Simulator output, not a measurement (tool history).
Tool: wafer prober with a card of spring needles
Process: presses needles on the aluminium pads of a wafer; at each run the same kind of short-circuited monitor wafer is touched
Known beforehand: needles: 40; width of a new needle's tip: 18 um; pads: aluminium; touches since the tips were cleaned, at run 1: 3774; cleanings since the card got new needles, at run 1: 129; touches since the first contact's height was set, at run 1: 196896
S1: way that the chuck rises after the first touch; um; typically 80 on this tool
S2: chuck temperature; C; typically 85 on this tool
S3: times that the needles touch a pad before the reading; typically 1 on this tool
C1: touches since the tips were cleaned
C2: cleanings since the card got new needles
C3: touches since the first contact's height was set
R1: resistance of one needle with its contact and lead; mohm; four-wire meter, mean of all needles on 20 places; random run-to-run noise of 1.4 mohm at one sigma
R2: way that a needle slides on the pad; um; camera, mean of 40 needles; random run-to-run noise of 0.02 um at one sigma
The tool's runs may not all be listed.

run	hour	S1	S2	S3	C1	C2	C3	R1	R2
1	0.0	80	85	1	3774	129	196896	125	10.94
# hour 7.4: tips cleaned on abrasive film
# hour 25.7: tips cleaned on abrasive film
# hour 26.0: height of the first contact set anew
# hour 44.4: tips cleaned on abrasive film
# hour 59.1: tips cleaned on abrasive film
2	64.1	75	85	1	2320	133	17434	126	10.30
# hour 75.2: tips cleaned on abrasive film
# hour 93.5: tips cleaned on abrasive film
# hour 111.8: tips cleaned on abrasive film
# hour 126.5: tips cleaned on abrasive film
# hour 144.9: tips cleaned on abrasive film
3	151.9	80	85	1	3244	138	57624	126	10.99
# hour 163.0: tips cleaned on abrasive film
# hour 181.3: tips cleaned on abrasive film
# hour 199.7: tips cleaned on abrasive film
# hour 214.3: tips cleaned on abrasive film
# hour 232.7: tips cleaned on abrasive film
# hour 251.0: tips cleaned on abrasive film
4	255.2	80	85	1	1931	144	104895	125	10.97
# hour 266.3: tips cleaned on abrasive film
# hour 284.6: tips cleaned on abrasive film
# hour 303.0: tips cleaned on abrasive film
# hour 317.6: tips cleaned on abrasive film
# hour 336.0: tips cleaned on abrasive film
5	348.5	80	85	1	5742	149	147581	124	10.95
# hour 352.2: tips cleaned on abrasive film
# hour 366.9: tips cleaned on abrasive film
# hour 385.2: tips cleaned on abrasive film
# hour 399.9: tips cleaned on abrasive film
# hour 418.3: tips cleaned on abrasive film
# hour 436.6: tips cleaned on abrasive film
6	447.4	80	85	1	4972	155	192858	125	10.99
# hour 454.8: tips cleaned on abrasive film
# hour 473.2: tips cleaned on abrasive film
# hour 484.4: height of the first contact set anew
# hour 491.8: tips cleaned on abrasive film
# hour 510.1: tips cleaned on abrasive film
7	520.6	80	85	1	4807	159	16562	123	10.97
# hour 528.0: tips cleaned on abrasive film
# hour 546.3: tips cleaned on abrasive film
# hour 564.7: tips cleaned on abrasive film
# hour 579.4: tips cleaned on abrasive film
# hour 597.7: tips cleaned on abrasive film
8	611.3	80	85	1	6257	164	58084	124	10.98
# hour 615.0: tips cleaned on abrasive film
# hour 629.7: tips cleaned on abrasive film
# hour 648.1: tips cleaned on abrasive film
# hour 666.4: tips cleaned on abrasive film
# hour 684.8: tips cleaned on abrasive film
# hour 703.1: tips cleaned on abrasive film
9	705.5	80	85	1	1105	170	101171	125	10.95
# hour 720.2: tips cleaned on abrasive film
# hour 738.5: tips cleaned on abrasive film
# hour 756.9: tips cleaned on abrasive film
# hour 772.7: tips cleaned on abrasive film
# hour 784.7: card fitted with new needles
10	784.7	78	85	1	0	0	0	125	10.70
# hour 803.0: tips cleaned on abrasive film
# hour 821.4: tips cleaned on abrasive film
# hour 839.7: tips cleaned on abrasive film
11	843.4	78	85	1	1675	3	26862	125	10.69
# hour 858.1: tips cleaned on abrasive film
# hour 876.4: tips cleaned on abrasive film
# hour 894.7: tips cleaned on abrasive film
12	899.5	78	85	1	2175	6	52547	128	10.71

Forecast run 13:
# hour 910.5: tips cleaned on abrasive film
# hour 928.8: tips cleaned on abrasive film
# hour 947.2: tips cleaned on abrasive film
# hour 965.5: tips cleaned on abrasive film
# hour 980.4: tips cleaned on abrasive film
13	980.4	73	30	1	0	11	89573	?	?

{"run 13": {"R1": 117, "R2": 9.98}}
Take away the tool's hidden state, keep the run-to-run variation as it was, and the same run would have given R1 117 mohm, R2 9.98 um.
